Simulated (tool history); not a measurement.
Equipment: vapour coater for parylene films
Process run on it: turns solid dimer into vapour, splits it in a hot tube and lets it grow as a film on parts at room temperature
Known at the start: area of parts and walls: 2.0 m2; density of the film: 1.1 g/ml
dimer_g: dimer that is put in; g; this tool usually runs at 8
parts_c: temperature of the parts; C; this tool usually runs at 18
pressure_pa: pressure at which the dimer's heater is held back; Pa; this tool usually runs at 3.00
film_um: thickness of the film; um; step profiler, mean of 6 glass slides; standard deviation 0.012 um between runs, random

run	day	dimer_g	parts_c	pressure_pa	film_um
1	0.000	8	18	3.00	3.00
2	0.912	8	18	3.00	2.98
3	1.812	8	18	3.00	2.97
4	3.246	8	18	3.00	2.94
5	4.025	8	18	3.00	2.99
6	5.412	8	18	3.00	2.96
7	6.233	8	18	3.00	2.98
8	7.167	8	18	3.00	2.96
9	8.167	8	18	3.00	2.96
10	9.571	8	18	3.00	2.95
11	10.804	4	18	3.00	1.48
12	12.212	8	18	9.28	2.51
13	13.462	8	18	9.28	2.51
14	14.283	8	18	9.28	2.52
15	15.162	9	10	7.30	3.42
16	15.992	7	17	11.33	2.19
17	17.058	7	12	3.81	2.77
18	17.829	8	16	3.00	3.05
19	18.792	8	16	8.54	2.65
20	19.475	7	11	6.28	2.64

Measured minus without-hidden-state, run by run (identical run-to-run variation in each term; gauge scatter may differ):
Hidden state present: vapour lost through the trap's worn valve, %; true temperature of the parts over the reading, C; drift of the gauge itself on film_um, %.
run	film_um
1	+0.00
2	+0.00
3	-0.01
4	-0.01
5	-0.01
6	-0.01
7	-0.02
8	-0.02
9	-0.02
10	-0.02
11	-0.02
12	-0.02
13	-0.03
14	-0.02
15	-0.04
16	-0.02
17	-0.03
18	-0.04
19	-0.04
20	-0.04
